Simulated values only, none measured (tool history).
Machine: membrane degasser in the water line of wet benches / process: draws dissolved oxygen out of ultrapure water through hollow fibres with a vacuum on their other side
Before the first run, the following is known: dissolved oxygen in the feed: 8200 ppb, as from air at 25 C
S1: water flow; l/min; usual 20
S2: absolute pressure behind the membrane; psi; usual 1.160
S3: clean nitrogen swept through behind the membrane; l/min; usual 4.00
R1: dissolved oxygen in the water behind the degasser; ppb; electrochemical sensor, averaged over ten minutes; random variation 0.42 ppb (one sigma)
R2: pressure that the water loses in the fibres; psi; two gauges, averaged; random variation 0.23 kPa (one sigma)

{"run": 1, "day": 0.0, "S1": 20, "S2": 1.16, "S3": 4.0, "R1": 64.3, "R2": 8.615}
{"run": 2, "day": 3.792, "S1": 20, "S2": 1.16, "S3": 4.0, "R1": 63.5, "R2": 8.554}
{"run": 3, "day": 6.775, "S1": 20, "S2": 1.16, "S3": 4.0, "R1": 64.3, "R2": 8.567}
{"run": 4, "day": 10.075, "S1": 20, "S2": 2.628, "S3": 4.0, "R1": 186.0, "R2": 8.553}
{"run": 5, "day": 14.508, "S1": 19, "S2": 1.16, "S3": 4.0, "R1": 60.6, "R2": 8.145}
{"run": 6, "day": 18.425, "S1": 19, "S2": 1.16, "S3": 4.0, "R1": 60.6, "R2": 8.186}
{"run": 7, "day": 20.312, "S1": 20, "S2": 1.16, "S3": 3.35, "R1": 75.1, "R2": 8.535}
{"run": 8, "day": 22.792, "S1": 20, "S2": 1.279, "S3": 4.0, "R1": 73.9, "R2": 8.618}
{"run": 9, "day": 25.733, "S1": 20, "S2": 1.279, "S3": 4.0, "R1": 74.4, "R2": 8.567}
{"run": 10, "day": 29.012, "S1": 20, "S2": 1.279, "S3": 4.0, "R1": 74.5, "R2": 8.58}
{"run": 11, "day": 32.575, "S1": 20, "S2": 1.279, "S3": 4.0, "R1": 74.8, "R2": 8.563}
{"day": 32.938, "done": "vacuum gauge calibrated"}
{"run": 12, "day": 35.017, "S1": 20, "S2": 1.279, "S3": 4.0, "R1": 74.1, "R2": 8.602}
{"run": 13, "day": 39.492, "S1": 26, "S2": 1.279, "S3": 4.0, "R1": 102.2, "R2": 11.152}
{"run": 14, "day": 43.267, "S1": 13, "S2": 1.858, "S3": 7.35, "R1": 45.2, "R2": 5.58}
{"day": 43.971, "done": "vacuum gauge calibrated, once more"}
{"run": 15, "day": 45.779, "S1": 13, "S2": 1.858, "S3": 7.35, "R1": 44.6, "R2": 5.561}
{"run": 16, "day": 49.108, "S1": 26, "S2": 1.858, "S3": 2.13, "R1": 283.1, "R2": 11.188}
{"run": 17, "day": 51.85, "S1": 26, "S2": 1.858, "S3": 2.13, "R1": 280.8, "R2": 11.187}
{"run": 18, "day": 54.654, "S1": 18, "S2": 1.858, "S3": 2.13, "R1": 200.5, "R2": 7.739}
{"run": 19, "day": 56.858, "S1": 18, "S2": 1.858, "S3": 2.13, "R1": 198.3, "R2": 7.715}
{"run": 20, "day": 60.496, "S1": 18, "S2": 1.858, "S3": 2.75, "R1": 157.4, "R2": 7.688}
{"day": 60.771, "done": "seals of the vacuum lines changed"}
{"run": 21, "day": 64.638, "S1": 18, "S2": 1.858, "S3": 2.75, "R1": 152.6, "R2": 7.736}

Predict each of these 5 candidate next runs independently; none follows another, all start after run 21:
{"run": "A", "day": 68.688, "S1": 20, "S2": 1.16, "S3": 6.07, "R1": "?", "R2": "?"}
{"run": "B", "day": 68.688, "S1": 28, "S2": 2.647, "S3": 1.79, "R1": "?", "R2": "?"}
{"run": "C", "day": 68.688, "S1": 20, "S2": 2.006, "S3": 4.66, "R1": "?", "R2": "?"}
{"run": "D", "day": 68.688, "S1": 20, "S2": 2.444, "S3": 6.0, "R1": "?", "R2": "?"}
{"run": "E", "day": 68.688, "S1": 18, "S2": 0.754, "S3": 2.75, "R1": "?", "R2": "?"}

run=A R1=43.5 R2=8.662
run=B R1=530.3 R2=12.154
run=C R1=114.1 R2=8.636
run=D R1=115.2 R2=8.688
run=E R1=34.7 R2=7.751
Take away the tool's hidden state, keep each run's random variation, and the runs would have read:
run=A R1=42.9 R2=8.579
run=B R1=528.0 R2=12.038
run=C R1=113.3 R2=8.553
run=D R1=114.5 R2=8.605
run=E R1=34.0 R2=7.677
